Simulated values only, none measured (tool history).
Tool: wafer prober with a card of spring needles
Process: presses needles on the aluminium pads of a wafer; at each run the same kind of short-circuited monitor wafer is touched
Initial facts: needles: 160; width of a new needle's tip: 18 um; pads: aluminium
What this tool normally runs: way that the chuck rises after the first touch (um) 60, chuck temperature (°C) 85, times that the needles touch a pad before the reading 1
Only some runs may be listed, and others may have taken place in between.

run	hour	way that the chuck rises after the first touch (um)	chuck temperature (°C)	times that the needles touch a pad before the reading	resistance of one needle with its contact and lead (mohm)	way that a needle slides on the pad (um)
1	0	60	85	1	362	13.84
# hour 5.3: tips cleaned on abrasive film
# hour 27.2: tips cleaned on abrasive film
2	33.7	60	85	1	335	13.8
# hour 49.2: tips cleaned on abrasive film
# hour 71.3: tips cleaned on abrasive film
# hour 95.9: tips cleaned on abrasive film
3	103.1	60	85	1	328	13.76
# hour 116.7: tips cleaned on abrasive film
# hour 140.3: tips cleaned on abrasive film
# hour 162.8: tips cleaned on abrasive film
4	175.7	60	85	1	357	13.74
# hour 184: tips cleaned on abrasive film
# hour 209.6: tips cleaned on abrasive film
# hour 233.1: tips cleaned on abrasive film
5	237.6	60	85	1	327	13.72
# hour 256.3: tips cleaned on abrasive film
6	267.9	63	85	1	343	14.41
# hour 280.1: tips cleaned on abrasive film
# hour 300.9: tips cleaned on abrasive film
# hour 301.2: height of the first contact set anew
7	309	60	29	1	333	13.64
# hour 324.4: tips cleaned on abrasive film
# hour 347.5: tips cleaned on abrasive film
# hour 371.1: tips cleaned on abrasive film
8	384.1	60	29	1	355	13.62
# hour 393.8: tips cleaned on abrasive film
# hour 417.7: tips cleaned on abrasive film
9	424.9	60	29	1	328	13.6

Run 10 comes next. What will it give?
# hour 439.6: tips cleaned on abrasive film
# hour 464: tips cleaned on abrasive film
# hour 476.6: height of the first contact set anew, once more
10	476.6	60	29	1	?	?

{"run 10": {"resistance of one needle with its contact and lead (mohm)": 348, "way that a needle slides on the pad (um)": 13.9}}
With the hidden condition absent and the run-to-run variation left alone, this run would have shown resistance of one needle with its contact and lead (mohm) 229, way that a needle slides on the pad (um) 13.9.
